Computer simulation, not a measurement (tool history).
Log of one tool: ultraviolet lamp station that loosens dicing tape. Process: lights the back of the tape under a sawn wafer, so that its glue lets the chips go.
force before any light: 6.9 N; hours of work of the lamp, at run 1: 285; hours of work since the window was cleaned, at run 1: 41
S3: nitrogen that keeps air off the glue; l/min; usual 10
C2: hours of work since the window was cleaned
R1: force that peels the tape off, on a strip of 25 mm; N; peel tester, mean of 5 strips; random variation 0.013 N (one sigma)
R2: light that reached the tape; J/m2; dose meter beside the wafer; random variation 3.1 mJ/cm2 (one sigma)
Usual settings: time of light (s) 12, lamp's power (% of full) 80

Run 1, hour 0: usual settings; hours of work of the lamp 285; C2 41. Result: R1 0.699 N, R2 4380 J/m2.
Run 2, hour 11.9: usual settings; hours of work of the lamp 294; C2 49. Result: R1 0.714 N, R2 4320 J/m2.
Run 3, hour 22: usual settings; hours of work of the lamp 301; C2 57. Result: R1 0.734 N, R2 4320 J/m2.
Run 4, hour 33.4: usual settings but time of light (s) 23; hours of work of the lamp 309; C2 65. Result: R1 0.286 N, R2 8280 J/m2.
Run 5, hour 40.5: usual settings but time of light (s) 23; hours of work of the lamp 314; C2 70. Result: R1 0.275 N, R2 8160 J/m2.
Run 6, hour 48.9: usual settings but time of light (s) 23; hours of work of the lamp 320; C2 76. Result: R1 0.291 N, R2 8160 J/m2.
Run 7, hour 58.2: usual settings but time of light (s) 23; hours of work of the lamp 327; C2 83. Result: R1 0.273 N, R2 8100 J/m2.
Run 8, hour 66.7: usual settings but time of light (s) 23; hours of work of the lamp 333; C2 89. Result: R1 0.275 N, R2 8150 J/m2.
Run 9, hour 78.1: usual settings but time of light (s) 23; hours of work of the lamp 341; C2 97. Result: R1 0.281 N, R2 8140 J/m2.
Run 10, hour 89.9: usual settings but time of light (s) 23; hours of work of the lamp 350; C2 105. Result: R1 0.272 N, R2 8110 J/m2.
Run 11, hour 95.1: usual settings but lamp's power (% of full) 84; hours of work of the lamp 354; C2 109. Result: R1 0.7 N, R2 4420 J/m2.
Run 12, hour 103.8: usual settings but lamp's power (% of full) 84; hours of work of the lamp 360; C2 116. Result: R1 0.691 N, R2 4360 J/m2.
Run 13, hour 113.6: usual settings but lamp's power (% of full) 84; hours of work of the lamp 367; C2 123. Result: R1 0.69 N, R2 4420 J/m2.
Run 14, hour 120.4: usual settings but lamp's power (% of full) 84; hours of work of the lamp 372; C2 127. Result: R1 0.683 N, R2 4360 J/m2.
Run 15, hour 127.4: usual settings but lamp's power (% of full) 84; hours of work of the lamp 377; C2 133. Result: R1 0.724 N, R2 4390 J/m2.
Run 16, hour 137.3: usual settings but lamp's power (% of full) 66; hours of work of the lamp 384; C2 140. Result: R1 1.065 N, R2 3410 J/m2.
Run 17, hour 147.6: usual settings but lamp's power (% of full) 66; hours of work of the lamp 391; C2 147. Result: R1 1.078 N, R2 3410 J/m2.
Run 18, hour 159.4: usual settings; hours of work of the lamp 400; C2 156. Result: R1 0.818 N, R2 4080 J/m2.
Run 19, hour 169.8: usual settings; hours of work of the lamp 407; C2 163. Result: R1 0.806 N, R2 4060 J/m2.
Run 20, hour 174.6: usual settings; hours of work of the lamp 411; C2 167. Result: R1 0.799 N, R2 4130 J/m2.
Run 21, hour 185.3: usual settings; hours of work of the lamp 418; C2 174. Result: R1 0.754 N, R2 4060 J/m2.
Run 22, hour 192.5: usual settings; hours of work of the lamp 424; C2 179. Result: R1 0.809 N, R2 4010 J/m2.
Run 23, hour 204.1: usual settings but time of light (s) 22, lamp's power (% of full) 71, S3 4 l/min; hours of work of the lamp 432; C2 188. Result: R1 0.659 N, R2 6600 J/m2.
Run 24, hour 212.8: usual settings but lamp's power (% of full) 95, S3 6 l/min; hours of work of the lamp 438; C2 194. Result: R1 0.869 N, R2 4790 J/m2.
Run 25, hour 218.1: usual settings but lamp's power (% of full) 95, S3 6 l/min; hours of work of the lamp 442; C2 198. Result: R1 0.893 N, R2 4790 J/m2.
Run 26, hour 224.5: usual settings but lamp's power (% of full) 66; hours of work of the lamp 447; C2 202. Result: R1 1.117 N, R2 3320 J/m2.
Run 27, hour 230: usual settings but time of light (s) 23, lamp's power (% of full) 60, S3 6 l/min; hours of work of the lamp 451; C2 206. Result: R1 0.636 N, R2 5760 J/m2.
Run 28, hour 240.6: usual settings but time of light (s) 9, lamp's power (% of full) 62, S3 13 l/min; hours of work of the lamp 458; C2 214. Result: R1 1.693 N, R2 2340 J/m2.
Run 29, hour 249.3: usual settings but lamp's power (% of full) 77, S3 4 l/min; hours of work of the lamp 464; C2 220. Result: R1 1.583 N, R2 3800 J/m2.
Run 30, hour 258.4: usual settings but time of light (s) 17, S3 3 l/min; hours of work of the lamp 471; C2 227. Result: R1 1.054 N, R2 5660 J/m2.
Run 31, hour 263.3: usual settings but lamp's power (% of full) 71; hours of work of the lamp 475; C2 230. Result: R1 1.042 N, R2 3530 J/m2.
Run 32, hour 275.1: usual settings but lamp's power (% of full) 71; hours of work of the lamp 483; C2 239. Result: R1 1.048 N, R2 3500 J/m2.
Run 33, hour 285.7: usual settings but time of light (s) 15, lamp's power (% of full) 60, S3 9 l/min; hours of work of the lamp 491; C2 246. Result: R1 1.015 N, R2 3700 J/m2.
Run 34, hour 291: usual settings but time of light (s) 6, lamp's power (% of full) 99, S3 4 l/min; hours of work of the lamp 494; C2 250. Result: R1 2.663 N, R2 2410 J/m2.
Run 35, hour 302.9: usual settings but time of light (s) 20, lamp's power (% of full) 89, S3 8 l/min; hours of work of the lamp 503; C2 259. Result: R1 0.357 N, R2 7260 J/m2.
Run 36, hour 308.7: usual settings but time of light (s) 7, S3 9 l/min; hours of work of the lamp 507; C2 263. Result: R1 1.98 N, R2 2290 J/m2.
Run 37, hour 319.5: usual settings but time of light (s) 23; hours of work of the lamp 515; C2 271. Result: R1 0.314 N, R2 7470 J/m2.
Run 38, hour 325.7: usual settings but time of light (s) 23; hours of work of the lamp 519; C2 275. Result: R1 0.303 N, R2 7430 J/m2.
Run 39, hour 336.5: usual settings but time of light (s) 6, S3 6 l/min; hours of work of the lamp 527; C2 283. Result: R1 2.803 N, R2 1900 J/m2.
Run 40, hour 348.4: usual settings but time of light (s) 17, S3 6 l/min; hours of work of the lamp 536; C2 292. Result: R1 0.709 N, R2 5370 J/m2.
Run 41, hour 353.2: usual settings but lamp's power (% of full) 87, S3 3 l/min; hours of work of the lamp 539; C2 295. Result: R1 1.649 N, R2 4180 J/m2.
Run 42, hour 360: usual settings but lamp's power (% of full) 87, S3 3 l/min; hours of work of the lamp 544; C2 300. Result: R1 1.693 N, R2 4140 J/m2.
Run 43, hour 365.3: usual settings but lamp's power (% of full) 87, S3 3 l/min; hours of work of the lamp 548; C2 304. Result: R1 1.667 N, R2 4180 J/m2.

Forecast each of these 5 alternatives for the next run:
Run A, hour 375.4: usual settings but time of light (s) 23; hours of work of the lamp 555; C2 311. Result: R1 ?, R2 ?.
Run B, hour 375.4: usual settings but time of light (s) 13, lamp's power (% of full) 99, S3 3 l/min; hours of work of the lamp 555; C2 311. Result: R1 ?, R2 ?.
Run C, hour 375.4: usual settings but time of light (s) 15, lamp's power (% of full) 94, S3 3 l/min; hours of work of the lamp 555; C2 311. Result: R1 ?, R2 ?.
Run D, hour 375.4: usual settings but S3 3 l/min; hours of work of the lamp 555; C2 311. Result: R1 ?, R2 ?.
Run E, hour 375.4: usual settings but time of light (s) 7, lamp's power (% of full) 97, S3 5 l/min; hours of work of the lamp 555; C2 311. Result: R1 ?, R2 ?.

run     R1    R2
  A   0.31  7300
  B   1.23  5070
  C  1.106  5600
  D  1.906  3850
  E  2.131  2680
Without the tool's hidden state the same runs would have given:
run     R1    R2
  A  0.258  9110
  B  0.856  6320
  C  0.761  6990
  D  1.415  4800
  E  1.631  3360

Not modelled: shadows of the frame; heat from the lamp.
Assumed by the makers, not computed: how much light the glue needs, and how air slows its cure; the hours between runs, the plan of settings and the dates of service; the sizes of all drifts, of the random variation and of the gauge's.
